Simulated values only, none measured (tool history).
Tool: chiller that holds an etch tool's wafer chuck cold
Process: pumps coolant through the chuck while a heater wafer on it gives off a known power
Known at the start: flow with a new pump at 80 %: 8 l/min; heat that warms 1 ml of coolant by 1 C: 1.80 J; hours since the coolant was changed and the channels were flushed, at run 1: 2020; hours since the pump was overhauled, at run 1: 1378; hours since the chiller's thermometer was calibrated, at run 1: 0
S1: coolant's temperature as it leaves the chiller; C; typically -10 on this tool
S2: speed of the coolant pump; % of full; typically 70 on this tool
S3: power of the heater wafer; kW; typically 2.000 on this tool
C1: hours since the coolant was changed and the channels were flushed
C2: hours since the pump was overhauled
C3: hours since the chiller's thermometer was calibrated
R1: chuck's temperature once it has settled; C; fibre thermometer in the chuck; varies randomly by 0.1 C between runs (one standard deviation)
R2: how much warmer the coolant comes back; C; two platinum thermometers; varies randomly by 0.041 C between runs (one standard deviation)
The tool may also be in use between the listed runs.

{"run": 1, "hour": 0.0, "S1": -10, "S2": 70, "S3": 2.0, "C1": 2020, "C2": 1378, "C3": 0, "R1": 6.5, "R2": 9.53}
{"run": 2, "hour": 16.6, "S1": -10, "S2": 70, "S3": 2.0, "C1": 2036, "C2": 1394, "C3": 17, "R1": 6.9, "R2": 9.58}
{"run": 3, "hour": 42.7, "S1": -10, "S2": 70, "S3": 2.0, "C1": 2062, "C2": 1420, "C3": 43, "R1": 6.6, "R2": 9.56}
{"run": 4, "hour": 62.7, "S1": -10, "S2": 70, "S3": 2.0, "C1": 2083, "C2": 1440, "C3": 63, "R1": 6.5, "R2": 9.68}
{"run": 5, "hour": 98.7, "S1": -10, "S2": 70, "S3": 2.0, "C1": 2119, "C2": 1476, "C3": 99, "R1": 6.4, "R2": 9.58}
{"run": 6, "hour": 124.2, "S1": -19, "S2": 70, "S3": 2.0, "C1": 2144, "C2": 1502, "C3": 124, "R1": -2.5, "R2": 9.54}
{"run": 7, "hour": 142.6, "S1": -19, "S2": 70, "S3": 2.0, "C1": 2162, "C2": 1520, "C3": 143, "R1": -2.5, "R2": 9.6}
{"run": 8, "hour": 177.9, "S1": -19, "S2": 70, "S3": 2.0, "C1": 2198, "C2": 1555, "C3": 178, "R1": -2.4, "R2": 9.64}
{"run": 9, "hour": 194.3, "S1": -10, "S2": 70, "S3": 2.823, "C1": 2214, "C2": 1572, "C3": 194, "R1": 13.5, "R2": 13.56}
{"run": 10, "hour": 222.1, "S1": -10, "S2": 61, "S3": 1.955, "C1": 2242, "C2": 1600, "C3": 222, "R1": 7.7, "R2": 10.81}
{"run": 11, "hour": 237.0, "S1": -1, "S2": 70, "S3": 2.856, "C1": 2257, "C2": 1615, "C3": 237, "R1": 22.7, "R2": 13.74}
{"run": 12, "hour": 264.0, "S1": -1, "S2": 70, "S3": 2.856, "C1": 2284, "C2": 1642, "C3": 264, "R1": 22.7, "R2": 13.75}
{"run": 13, "hour": 292.3, "S1": -16, "S2": 70, "S3": 2.0, "C1": 2312, "C2": 1670, "C3": 292, "R1": 0.4, "R2": 9.7}
{"run": 14, "hour": 321.9, "S1": -5, "S2": 70, "S3": 1.447, "C1": 2342, "C2": 1699, "C3": 322, "R1": 6.9, "R2": 7.12}
{"run": 15, "hour": 352.3, "S1": -3, "S2": 81, "S3": 1.232, "C1": 2372, "C2": 1730, "C3": 352, "R1": 6.1, "R2": 5.36}

Forecast each of these 4 alternatives for the next run:
{"run": "A", "hour": 375.4, "S1": -10, "S2": 86, "S3": 1.594, "C1": 2395, "C2": 1753, "C3": 375, "R1": "?", "R2": "?"}
{"run": "B", "hour": 375.4, "S1": -7, "S2": 81, "S3": 1.232, "C1": 2395, "C2": 1753, "C3": 375, "R1": "?", "R2": "?"}
{"run": "C", "hour": 375.4, "S1": -19, "S2": 70, "S3": 2.0, "C1": 2395, "C2": 1753, "C3": 375, "R1": "?", "R2": "?"}
{"run": "D", "hour": 375.4, "S1": -13, "S2": 70, "S3": 2.137, "C1": 2395, "C2": 1753, "C3": 375, "R1": "?", "R2": "?"}

run=A R1=1.3 R2=6.39
run=B R1=2.2 R2=5.36
run=C R1=-2.5 R2=9.77
run=D R1=4.6 R2=10.42
Take away the tool's hidden state, keep each run's random variation, and the runs would have read:
run=A R1=1.3 R2=6.13
run=B R1=2.2 R2=5.10
run=C R1=-2.5 R2=9.51
run=D R1=4.6 R2=10.15
